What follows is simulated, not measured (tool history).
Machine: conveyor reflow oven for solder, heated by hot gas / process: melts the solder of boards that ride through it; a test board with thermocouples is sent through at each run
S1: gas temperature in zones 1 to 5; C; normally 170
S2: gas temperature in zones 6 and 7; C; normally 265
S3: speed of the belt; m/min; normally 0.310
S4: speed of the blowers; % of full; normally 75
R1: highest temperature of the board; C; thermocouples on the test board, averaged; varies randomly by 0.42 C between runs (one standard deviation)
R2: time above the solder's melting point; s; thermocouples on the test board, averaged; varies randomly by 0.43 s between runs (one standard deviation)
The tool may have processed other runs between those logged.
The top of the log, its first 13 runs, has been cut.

Run 14, hour 213.3: usual settings but S1 167 C, S2 264 C. Result: R1 253.5 C, R2 88.2 s.
Run 15, hour 230.2: usual settings but S1 167 C, S2 264 C. Result: R1 253.6 C, R2 87.5 s.
Run 16, hour 241.9: usual settings but S1 168 C, S3 0.290 m/min, S4 62 % of full. Result: R1 252.6 C, R2 94.7 s.
Run 17, hour 263.1: usual settings but S2 278 C, S3 0.312 m/min. Result: R1 267.3 C, R2 99.5 s.
Run 18, hour 280.5: usual settings but S3 0.271 m/min, S4 57 % of full. Result: R1 254.7 C, R2 101.5 s.
At hour 296.4: flux residue cleaned out of gas plates and filters.
Run 19, hour 309.8: usual settings but S3 0.314 m/min, S4 79 % of full. Result: R1 256.0 C, R2 91.3 s.
Run 20, hour 336.0: usual settings but S2 260 C. Result: R1 251.0 C, R2 86.7 s.
Run 21, hour 352.0: usual settings but S2 260 C, S3 0.332 m/min. Result: R1 248.4 C, R2 78.5 s.
Run 22, hour 372.0: usual settings but S1 175 C, S2 260 C, S3 0.363 m/min. Result: R1 247.6 C, R2 70.7 s.
Run 23, hour 384.8: usual settings but S1 177 C. Result: R1 255.8 C, R2 95.9 s.
Run 24, hour 403.0: usual settings but S1 177 C, S3 0.297 m/min, S4 82 % of full. Result: R1 257.9 C, R2 101.7 s.
Run 25, hour 422.0: usual settings but S1 177 C, S3 0.297 m/min, S4 82 % of full. Result: R1 258.0 C, R2 102.3 s.
Run 26, hour 444.9: usual settings but S1 157 C, S2 276 C, S3 0.283 m/min, S4 62 % of full. Result: R1 263.7 C, R2 101.1 s.
Run 27, hour 465.0: usual settings but S2 280 C, S3 0.303 m/min, S4 62 % of full. Result: R1 266.6 C, R2 101.8 s.
Run 28, hour 484.4: usual settings but S1 183 C, S2 280 C, S3 0.314 m/min, S4 62 % of full. Result: R1 267.2 C, R2 105.1 s.
Run 29, hour 510.0: usual settings but S1 183 C, S2 280 C, S3 0.314 m/min, S4 62 % of full. Result: R1 267.1 C, R2 105.2 s.
Run 30, hour 531.6: usual settings but S1 183 C, S2 280 C, S3 0.314 m/min, S4 62 % of full. Result: R1 267.2 C, R2 104.1 s.

5 ways to go on from here, each from the tool as it stands after run 30. What would each give?
Run A, hour 556.4: usual settings but S1 183 C, S2 280 C, S3 0.261 m/min, S4 89 % of full. Result: R1 ?, R2 ?.
Run B, hour 556.4: usual settings but S1 171 C, S2 271 C, S3 0.361 m/min. Result: R1 ?, R2 ?.
Run C, hour 556.4: usual settings but S1 181 C, S2 258 C, S3 0.257 m/min. Result: R1 ?, R2 ?.
Run D, hour 556.4: usual settings but S1 183 C, S2 280 C, S3 0.252 m/min, S4 62 % of full. Result: R1 ?, R2 ?.
Run E, hour 556.4: usual settings but S1 183 C, S2 280 C, S3 0.314 m/min, S4 50 % of full. Result: R1 ?, R2 ?.

run     R1     R2
  A  276.5  131.5
  B  256.0   78.2
  C  253.0  117.5
  D  272.0  135.1
  E  263.3  100.7
The same runs, with their run-to-run variation unchanged, on a tool lacking any hidden condition would have given:
run     R1     R2
  A  276.7  131.5
  B  256.2   78.4
  C  253.2  117.6
  D  272.2  135.1
  E  263.5  100.7
